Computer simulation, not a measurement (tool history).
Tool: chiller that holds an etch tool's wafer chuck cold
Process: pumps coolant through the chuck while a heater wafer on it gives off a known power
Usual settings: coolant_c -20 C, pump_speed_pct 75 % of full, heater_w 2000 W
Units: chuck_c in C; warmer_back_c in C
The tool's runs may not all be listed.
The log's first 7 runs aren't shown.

Run 8, day 11.979: usual settings but coolant_c -26 C. Result: chuck_c -2.5 C, warmer_back_c 8.85 C.
Run 9, day 13.042: usual settings but coolant_c -26 C. Result: chuck_c -2.6 C, warmer_back_c 8.86 C.
Run 10, day 14.062: usual settings but coolant_c -26 C. Result: chuck_c -2.4 C, warmer_back_c 8.91 C.
Run 11, day 16.142: usual settings but coolant_c -26 C. Result: chuck_c -2.6 C, warmer_back_c 8.90 C.
Run 12, day 18.338: usual settings but coolant_c -26 C. Result: chuck_c -2.6 C, warmer_back_c 8.94 C.
Run 13, day 20.692: usual settings but coolant_c -26 C, pump_speed_pct 96 % of full. Result: chuck_c -6.5 C, warmer_back_c 6.81 C.
Run 14, day 22.658: usual settings but pump_speed_pct 77 % of full. Result: chuck_c 2.8 C, warmer_back_c 8.59 C.
Run 15, day 24.050: usual settings but heater_w 2854 W. Result: chuck_c 13.7 C, warmer_back_c 12.64 C.
Run 16, day 25.267: usual settings but heater_w 2854 W. Result: chuck_c 13.7 C, warmer_back_c 12.65 C.
Run 17, day 27.117: usual settings but coolant_c -10 C, pump_speed_pct 74 % of full, heater_w 1023 W. Result: chuck_c 2.2 C, warmer_back_c 4.62 C.
Run 18, day 28.479: usual settings but coolant_c -10 C, pump_speed_pct 71 % of full, heater_w 1705 W. Result: chuck_c 11.0 C, warmer_back_c 8.06 C.
Run 19, day 30.038: usual settings but coolant_c -10 C, pump_speed_pct 71 % of full, heater_w 1705 W. Result: chuck_c 11.0 C, warmer_back_c 7.99 C.
Run 20, day 31.812: usual settings but coolant_c -10 C, pump_speed_pct 71 % of full, heater_w 1705 W. Result: chuck_c 11.1 C, warmer_back_c 8.08 C.
Run 21, day 34.017: usual settings but coolant_c -29 C, pump_speed_pct 84 % of full, heater_w 1385 W. Result: chuck_c -14.0 C, warmer_back_c 5.49 C.
Run 22, day 35.517: usual settings but coolant_c -25 C, heater_w 2768 W. Result: chuck_c 7.7 C, warmer_back_c 12.32 C.
Run 23, day 37.825: usual settings but coolant_c -19 C, pump_speed_pct 97 % of full, heater_w 1795 W. Result: chuck_c -1.6 C, warmer_back_c 6.11 C.
Run 24, day 40.096: usual settings but coolant_c -16 C, heater_w 2943 W. Result: chuck_c 19.0 C, warmer_back_c 13.14 C.
Run 25, day 41.729: usual settings but coolant_c -16 C, heater_w 2943 W. Result: chuck_c 19.2 C, warmer_back_c 13.14 C.
Run 26, day 44.012: usual settings but coolant_c -16 C, heater_w 2207 W. Result: chuck_c 10.4 C, warmer_back_c 9.89 C.
Run 27, day 46.367: usual settings but coolant_c -19 C, heater_w 1640 W. Result: chuck_c 0.5 C, warmer_back_c 7.33 C.
Run 28, day 48.700: usual settings but coolant_c -19 C, heater_w 1133 W. Result: chuck_c -5.3 C, warmer_back_c 5.11 C.
Run 29, day 49.821: usual settings but coolant_c -19 C, heater_w 2474 W. Result: chuck_c 10.6 C, warmer_back_c 11.09 C.
Run 30, day 51.146: usual settings but coolant_c -26 C. Result: chuck_c -2.1 C, warmer_back_c 8.91 C.
At day 52.112: chiller's thermometer calibrated.
Run 31, day 52.962: usual settings but pump_speed_pct 78 % of full, heater_w 1078 W. Result: chuck_c -7.5 C, warmer_back_c 4.64 C.

3 ways to go on from here, each from the tool as it stands after run 31. What would each give?
Run A, day 54.479: usual settings but coolant_c -18 C, pump_speed_pct 92 % of full, heater_w 1614 W. Result: chuck_c ?, warmer_back_c ?.
Run B, day 54.479: usual settings but coolant_c -30 C, heater_w 1520 W. Result: chuck_c ?, warmer_back_c ?.
Run C, day 54.479: usual settings but heater_w 1528 W. Result: chuck_c ?, warmer_back_c ?.

run  chuck_c  warmer_back_c
  A     -1.7           5.82
  B    -11.8           6.80
  C     -1.7           6.82
Without the tool's hidden state the same runs would have given:
run  chuck_c  warmer_back_c
  A     -2.9           5.68
  B    -13.2           6.63
  C     -3.1           6.66
